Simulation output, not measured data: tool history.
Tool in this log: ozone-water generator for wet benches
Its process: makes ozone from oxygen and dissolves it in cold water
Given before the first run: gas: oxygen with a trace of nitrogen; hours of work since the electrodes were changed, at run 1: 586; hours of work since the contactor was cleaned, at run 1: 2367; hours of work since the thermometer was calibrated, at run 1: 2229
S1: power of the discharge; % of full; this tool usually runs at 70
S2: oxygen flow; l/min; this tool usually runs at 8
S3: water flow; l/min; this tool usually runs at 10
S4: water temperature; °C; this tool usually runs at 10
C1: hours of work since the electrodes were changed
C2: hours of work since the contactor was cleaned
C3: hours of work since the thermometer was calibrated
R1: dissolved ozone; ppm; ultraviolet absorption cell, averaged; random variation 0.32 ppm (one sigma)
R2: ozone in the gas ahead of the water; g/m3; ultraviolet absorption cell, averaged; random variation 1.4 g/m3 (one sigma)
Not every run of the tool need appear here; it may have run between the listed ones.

run 1 day=0 | S1=70 S2=8 S3=10 S4=10 | C1=586 C2=2367 C3=2229 | R1=50.3 R2=254.1
run 2 day=4.221 | S1=70 S2=8 S3=10 S4=10 | C1=671 C2=2453 C3=2315 | R1=49.9 R2=251.7
run 3 day=8.954 | S1=70 S2=8 S3=10 S4=10 | C1=766 C2=2548 C3=2410 | R1=50.1 R2=253.7
run 4 day=12.75 | S1=52 S2=8 S3=10 S4=10 | C1=843 C2=2625 C3=2487 | R1=38.4 R2=195.4
run 5 day=17.471 | S1=70 S2=8 S3=10 S4=10 | C1=938 C2=2720 C3=2582 | R1=50.1 R2=252.2
run 6 day=20.912 | S1=70 S2=8 S3=10 S4=10 | C1=1007 C2=2789 C3=2651 | R1=49.9 R2=253.8
run 7 day=23.908 | S1=70 S2=5.27 S3=10 S4=10 | C1=1068 C2=2850 C3=2712 | R1=56.1 R2=335
run 8 day=28.271 | S1=70 S2=5.27 S3=10 S4=10 | C1=1156 C2=2938 C3=2800 | R1=56.3 R2=332.5

Run 9 is up next; what results do you expect?
run 9 day=33.096 | S1=70 S2=5.27 S3=10 S4=10 | C1=1253 C2=3035 C3=2897 | R1=? R2=?

R1: 56.2 ppm
R2: 334.4 g/m3
Minus the tool's unlogged condition, the same run would have read R1 56.2 ppm, R2 334.6 g/m3.
